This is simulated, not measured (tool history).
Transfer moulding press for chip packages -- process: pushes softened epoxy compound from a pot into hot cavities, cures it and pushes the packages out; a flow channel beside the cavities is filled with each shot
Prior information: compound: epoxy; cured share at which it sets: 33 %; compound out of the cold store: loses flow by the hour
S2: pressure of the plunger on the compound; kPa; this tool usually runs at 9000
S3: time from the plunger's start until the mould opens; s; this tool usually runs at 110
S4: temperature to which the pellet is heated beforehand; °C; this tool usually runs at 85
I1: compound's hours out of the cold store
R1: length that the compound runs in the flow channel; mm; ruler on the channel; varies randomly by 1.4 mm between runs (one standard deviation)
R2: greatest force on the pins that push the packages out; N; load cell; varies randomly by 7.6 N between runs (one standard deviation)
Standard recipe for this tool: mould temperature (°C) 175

run 1 day=0.000 | mould_temperature_(°C)=175 S2=9000 S3=110 S4=85 | I1=9.9 | R1=591 R2=332
run 2 day=0.292 | mould_temperature_(°C)=175 S2=9000 S3=110 S4=85 | I1=42.5 | R1=546 R2=313
run 3 day=0.708 | mould_temperature_(°C)=175 S2=9000 S3=110 S4=85 | I1=34.8 | R1=557 R2=318
run 4 day=1.358 | mould_temperature_(°C)=175 S2=9000 S3=110 S4=85 | I1=10.1 | R1=592 R2=328
-- day=1.612 plunger's sealing rings changed
run 5 day=2.146 | mould_temperature_(°C)=175 S2=9000 S3=110 S4=85 | I1=32.2 | R1=559 R2=314
run 6 day=2.792 | mould_temperature_(°C)=178 S2=9000 S3=110 S4=85 | I1=39.5 | R1=542 R2=307
-- day=3.004 cavities cleaned with cleaning compound and waxed
run 7 day=3.167 | mould_temperature_(°C)=178 S2=9000 S3=110 S4=85 | I1=35.1 | R1=548 R2=306
run 8 day=3.658 | mould_temperature_(°C)=178 S2=9000 S3=110 S4=85 | I1=32.8 | R1=551 R2=305
run 9 day=4.288 | mould_temperature_(°C)=178 S2=9000 S3=110 S4=85 | I1=18.9 | R1=571 R2=306
run 10 day=4.942 | mould_temperature_(°C)=178 S2=9000 S3=141 S4=85 | I1=14.8 | R1=580 R2=287
run 11 day=5.367 | mould_temperature_(°C)=175 S2=9000 S3=110 S4=85 | I1=22.0 | R1=574 R2=327
run 12 day=5.692 | mould_temperature_(°C)=175 S2=9000 S3=110 S4=85 | I1=23.5 | R1=572 R2=326
-- day=5.900 cavities cleaned with cleaning compound and waxed
-- day=6.508 mould's thermocouples calibrated
run 13 day=6.533 | mould_temperature_(°C)=175 S2=9000 S3=110 S4=85 | I1=47.9 | R1=537 R2=324
run 14 day=6.854 | mould_temperature_(°C)=175 S2=9000 S3=110 S4=85 | I1=38.2 | R1=553 R2=338
run 15 day=7.238 | mould_temperature_(°C)=182 S2=9000 S3=146 S4=90 | I1=13.2 | R1=570 R2=285
run 16 day=7.754 | mould_temperature_(°C)=177 S2=9000 S3=110 S4=85 | I1=19.1 | R1=574 R2=320
run 17 day=8.267 | mould_temperature_(°C)=174 S2=9000 S3=117 S4=85 | I1=35.1 | R1=557 R2=319
-- day=8.883 cavities cleaned with cleaning compound and waxed
run 18 day=8.912 | mould_temperature_(°C)=175 S2=9000 S3=99 S4=85 | I1=11.2 | R1=592 R2=387
run 19 day=9.412 | mould_temperature_(°C)=175 S2=9000 S3=99 S4=85 | I1=22.8 | R1=574 R2=376
run 20 day=9.704 | mould_temperature_(°C)=175 S2=9410 S3=127 S4=85 | I1=20.6 | R1=588 R2=303
run 21 day=10.142 | mould_temperature_(°C)=175 S2=9410 S3=127 S4=85 | I1=41.7 | R1=560 R2=293
run 22 day=10.462 | mould_temperature_(°C)=175 S2=9410 S3=127 S4=85 | I1=39.8 | R1=563 R2=310
run 23 day=10.996 | mould_temperature_(°C)=175 S2=9410 S3=127 S4=85 | I1=23.7 | R1=583 R2=294
run 24 day=11.525 | mould_temperature_(°C)=175 S2=9500 S3=131 S4=78 | I1=21.8 | R1=589 R2=295
-- day=11.796 cavities cleaned with cleaning compound and waxed
run 25 day=12.133 | mould_temperature_(°C)=175 S2=9500 S3=131 S4=78 | I1=44.8 | R1=557 R2=301
run 26 day=12.800 | mould_temperature_(°C)=182 S2=9500 S3=97 S4=78 | I1=33.3 | R1=559 R2=306
run 27 day=13.308 | mould_temperature_(°C)=175 S2=7710 S3=93 S4=85 | I1=21.1 | R1=532 R2=437
run 28 day=13.775 | mould_temperature_(°C)=175 S2=7710 S3=93 S4=85 | I1=21.3 | R1=529 R2=441

Predict each of these 5 candidate next runs independently; none follows another, all start after run 28:
run A day=14.233 | mould_temperature_(°C)=179 S2=9030 S3=106 S4=85 | I1=19.7 | R1=? R2=?
run B day=14.233 | mould_temperature_(°C)=183 S2=9000 S3=110 S4=86 | I1=39.2 | R1=? R2=?
run C day=14.233 | mould_temperature_(°C)=175 S2=9000 S3=110 S4=77 | I1=38.0 | R1=? R2=?
run D day=14.233 | mould_temperature_(°C)=175 S2=7710 S3=130 S4=90 | I1=41.6 | R1=? R2=?
run E day=14.233 | mould_temperature_(°C)=169 S2=9020 S3=110 S4=82 | I1=9.5 | R1=? R2=?

run=A R1=570 R2=314
run=B R1=534 R2=297
run=C R1=551 R2=316
run=D R1=507 R2=302
run=E R1=611 R2=448
Without the tool's unlogged condition, the same runs would have read:
run=A R1=571 R2=308
run=B R1=535 R2=292
run=C R1=551 R2=310
run=D R1=508 R2=297
run=E R1=612 R2=440

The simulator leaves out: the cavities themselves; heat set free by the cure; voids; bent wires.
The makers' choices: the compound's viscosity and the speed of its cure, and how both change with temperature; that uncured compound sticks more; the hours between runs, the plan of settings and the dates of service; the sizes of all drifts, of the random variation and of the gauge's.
